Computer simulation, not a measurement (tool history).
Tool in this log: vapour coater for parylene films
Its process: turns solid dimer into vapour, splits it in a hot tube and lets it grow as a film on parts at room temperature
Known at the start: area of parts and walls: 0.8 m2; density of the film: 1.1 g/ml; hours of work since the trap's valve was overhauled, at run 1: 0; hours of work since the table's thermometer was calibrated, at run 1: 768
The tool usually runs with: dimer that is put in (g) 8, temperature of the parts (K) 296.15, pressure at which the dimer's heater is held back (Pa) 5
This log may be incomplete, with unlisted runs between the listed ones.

| run | hour | dimer that is put in (g) | temperature of the parts (K) | pressure at which the dimer's heater is held back (Pa) | hours of work since the trap's valve was overhauled | hours of work since the table's thermometer was calibrated | thickness of the film (µm) |
|---|---|---|---|---|---|---|---|
| 1 | 0 | 8 | 296.15 | 5 | 0 | 768 | 5.75 |
| 2 | 24 | 8 | 296.15 | 5 | 15 | 784 | 5.75 |
| 3 | 55.7 | 8 | 296.15 | 5 | 36 | 804 | 5.73 |
| 4 | 93.6 | 8 | 296.15 | 3.05 | 60 | 828 | 6.31 |
| 5 | 122 | 8 | 296.15 | 3.05 | 78 | 846 | 6.4 |
| 6 | 163 | 8 | 296.15 | 3.05 | 104 | 873 | 6.29 |
| 7 | 200.3 | 5 | 295.15 | 3.05 | 128 | 896 | 4.11 |
| 8 | 231.8 | 5 | 295.15 | 3.05 | 148 | 917 | 4.11 |
| 9 | 272 | 4 | 290.15 | 3.97 | 174 | 942 | 3.78 |
| 10 | 296.3 | 4 | 290.15 | 3.97 | 190 | 958 | 3.77 |
| 11 | 316.4 | 4 | 290.15 | 3.97 | 202 | 971 | 3.76 |

Consider 5 possible next runs. They are alternatives, not a sequence: every one starts from the tool as it was left by run 11. What does each give?
| A | 356.5 | 6 | 304.15 | 8.47 | 228 | 996 | ? |
| B | 356.5 | 8 | 291.15 | 5 | 228 | 996 | ? |
| C | 356.5 | 6 | 297.15 | 6.52 | 228 | 996 | ? |
| D | 356.5 | 3 | 307.15 | 2.16 | 228 | 996 | ? |
| E | 356.5 | 9 | 294.15 | 3.32 | 228 | 996 | ? |

| run | thickness of the film (µm) |
|---|---|
| A | 2.83 |
| B | 6.86 |
| C | 3.86 |
| D | 1.67 |
| E | 7.5 |
Without the tool's unlogged condition, the same runs would have read:
| run | thickness of the film (µm) |
|---|---|
| A | 2.8 |
| B | 6.78 |
| C | 3.82 |
| D | 1.65 |
| E | 7.42 |
